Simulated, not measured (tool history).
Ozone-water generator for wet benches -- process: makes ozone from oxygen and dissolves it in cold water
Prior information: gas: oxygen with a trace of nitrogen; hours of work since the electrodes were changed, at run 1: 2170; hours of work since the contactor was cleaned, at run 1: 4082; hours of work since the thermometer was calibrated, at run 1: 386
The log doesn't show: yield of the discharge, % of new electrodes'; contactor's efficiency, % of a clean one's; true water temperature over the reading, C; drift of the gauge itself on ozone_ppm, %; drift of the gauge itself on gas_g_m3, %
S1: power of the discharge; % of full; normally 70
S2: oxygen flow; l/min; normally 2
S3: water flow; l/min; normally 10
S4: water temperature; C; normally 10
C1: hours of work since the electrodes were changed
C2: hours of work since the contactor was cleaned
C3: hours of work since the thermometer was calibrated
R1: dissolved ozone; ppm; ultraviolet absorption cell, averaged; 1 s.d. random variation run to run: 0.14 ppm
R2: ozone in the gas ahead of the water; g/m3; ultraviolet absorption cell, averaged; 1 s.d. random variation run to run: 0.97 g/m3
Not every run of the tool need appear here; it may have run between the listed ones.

run 1 hour=0 | S1=70 S2=2 S3=10 S4=10 | C1=2170 C2=4082 C3=386 | R1=14 R2=157.3
run 2 hour=151.9 | S1=70 S2=2 S3=10 S4=10 | C1=2317 C2=4229 C3=533 | R1=14 R2=159
run 3 hour=269 | S1=70 S2=2 S3=10 S4=10 | C1=2430 C2=4343 C3=646 | R1=14.2 R2=158.1
run 4 hour=378.3 | S1=49 S2=2 S3=10 S4=10 | C1=2536 C2=4448 C3=752 | R1=11.1 R2=124.3
run 5 hour=487.8 | S1=49 S2=2 S3=10 S4=10 | C1=2642 C2=4554 C3=858 | R1=11.1 R2=126.4
run 6 hour=578.6 | S1=49 S2=2 S3=10 S4=10 | C1=2730 C2=4642 C3=946 | R1=11.2 R2=123.6
run 7 hour=728.9 | S1=49 S2=2 S3=10 S4=10 | C1=2875 C2=4787 C3=1091 | R1=11.1 R2=123.9
run 8 hour=866.2 | S1=70 S2=2 S3=10 S4=7 | C1=3008 C2=4920 C3=1224 | R1=14.6 R2=156.5
run 9 hour=940.9 | S1=70 S2=2 S3=10 S4=7 | C1=3080 C2=4993 C3=1296 | R1=14.3 R2=157.7
run 10 hour=1026.6 | S1=70 S2=2 S3=10 S4=7 | C1=3163 C2=5075 C3=1379 | R1=14.4 R2=157.9
run 11 hour=1173.3 | S1=70 S2=2 S3=7 S4=10 | C1=3305 C2=5217 C3=1521 | R1=19.2 R2=155.2
run 12 hour=1276.1 | S1=70 S2=2 S3=10 S4=10 | C1=3405 C2=5317 C3=1620 | R1=13.8 R2=154.3
run 13 hour=1345.8 | S1=70 S2=2 S3=10 S4=10 | C1=3472 C2=5384 C3=1688 | R1=13.5 R2=155.8
run 14 hour=1459.8 | S1=70 S2=2 S3=10 S4=10 | C1=3582 C2=5495 C3=1798 | R1=13.9 R2=156.2
run 15 hour=1560 | S1=70 S2=1.66 S3=10 S4=10 | C1=3679 C2=5592 C3=1895 | R1=13.5 R2=174.7
run 16 hour=1643.4 | S1=70 S2=1.66 S3=10 S4=10 | C1=3760 C2=5672 C3=1976 | R1=13.4 R2=174.6
run 17 hour=1718.6 | S1=70 S2=1.66 S3=10 S4=10 | C1=3833 C2=5745 C3=2048 | R1=13.6 R2=175.6
run 18 hour=1825.5 | S1=70 S2=1.66 S3=10 S4=10 | C1=3936 C2=5848 C3=2152 | R1=13.4 R2=173.2
run 19 hour=1914.5 | S1=52 S2=1.66 S3=8 S4=10 | C1=4022 C2=5935 C3=2238 | R1=13.9 R2=144.1
run 20 hour=2025.7 | S1=70 S2=2.07 S3=14 S4=10 | C1=4130 C2=6042 C3=2346 | R1=9.6 R2=151.5
run 21 hour=2102.5 | S1=70 S2=2.07 S3=6 S4=14 | C1=4204 C2=6116 C3=2420 | R1=19.8 R2=150.4
run 22 hour=2176.6 | S1=70 S2=2.07 S3=6 S4=14 | C1=4276 C2=6188 C3=2492 | R1=19.8 R2=148.9
run 23 hour=2332.6 | S1=70 S2=2.07 S3=12 S4=14 | C1=4427 C2=6339 C3=2642 | R1=10.8 R2=149.2
run 24 hour=2425.3 | S1=70 S2=2 S3=16 S4=10 | C1=4516 C2=6429 C3=2732 | R1=8.2 R2=152.7
run 25 hour=2551.1 | S1=48 S2=2.27 S3=10 S4=10 | C1=4638 C2=6550 C3=2854 | R1=10.7 R2=109.5
run 26 hour=2689.6 | S1=48 S2=2.27 S3=10 S4=10 | C1=4772 C2=6684 C3=2988 | R1=10.4 R2=108.6
-- hour=2777.7 contactor cleaned
run 27 hour=2852.5 | S1=48 S2=2.27 S3=10 S4=10 | C1=4926 C2=72 C3=3142 | R1=10.5 R2=109.7
run 28 hour=2975.6 | S1=86 S2=2 S3=10 S4=16 | C1=5045 C2=191 C3=3261 | R1=14.6 R2=172.1
run 29 hour=3088.9 | S1=67 S2=2 S3=8 S4=10 | C1=5154 C2=301 C3=3370 | R1=16.2 R2=145.7
run 30 hour=3208.4 | S1=40 S2=2 S3=10 S4=10 | C1=5270 C2=417 C3=3486 | R1=9.4 R2=106.2
run 31 hour=3317.3 | S1=69 S2=2.78 S3=6 S4=10 | C1=5375 C2=522 C3=3591 | R1=20.1 R2=120.5
run 32 hour=3415.8 | S1=69 S2=2.93 S3=13 S4=7 | C1=5471 C2=617 C3=3687 | R1=10.4 R2=116.9
run 33 hour=3549.8 | S1=76 S2=1.87 S3=8 S4=12 | C1=5600 C2=747 C3=3816 | R1=17 R2=164.8

Run by run, hidden condition taken away, random variation retained:
run=1 R1=15 R2=164.9
run=2 R1=15 R2=167.1
run=3 R1=15.3 R2=166.6
run=4 R1=11.9 R2=129.5
run=5 R1=11.8 R2=131.9
run=6 R1=11.9 R2=129.2
run=7 R1=11.9 R2=129.9
run=8 R1=15.9 R2=166.9
run=9 R1=15.6 R2=168.4
run=10 R1=15.8 R2=168.8
run=11 R1=21 R2=166.4
run=12 R1=15.2 R2=165.8
run=13 R1=14.9 R2=167.7
run=14 R1=15.3 R2=168.5
run=15 R1=15 R2=188.9
run=16 R1=14.9 R2=189
run=17 R1=15.2 R2=190.4
run=18 R1=14.9 R2=188.3
run=19 R1=15.3 R2=154.2
run=20 R1=10.8 R2=165.3
run=21 R1=22.2 R2=164.4
run=22 R1=22.2 R2=163.1
run=23 R1=12.2 R2=163.9
run=24 R1=9.3 R2=168
run=25 R1=11.8 R2=117.9
run=26 R1=11.5 R2=117.2
run=27 R1=11.4 R2=118.6
run=28 R1=16.6 R2=194.3
run=29 R1=18.1 R2=161.9
run=30 R1=10.2 R2=113.9
run=31 R1=22.7 R2=134.7
run=32 R1=11.8 R2=131
run=33 R1=19.4 R2=186.7
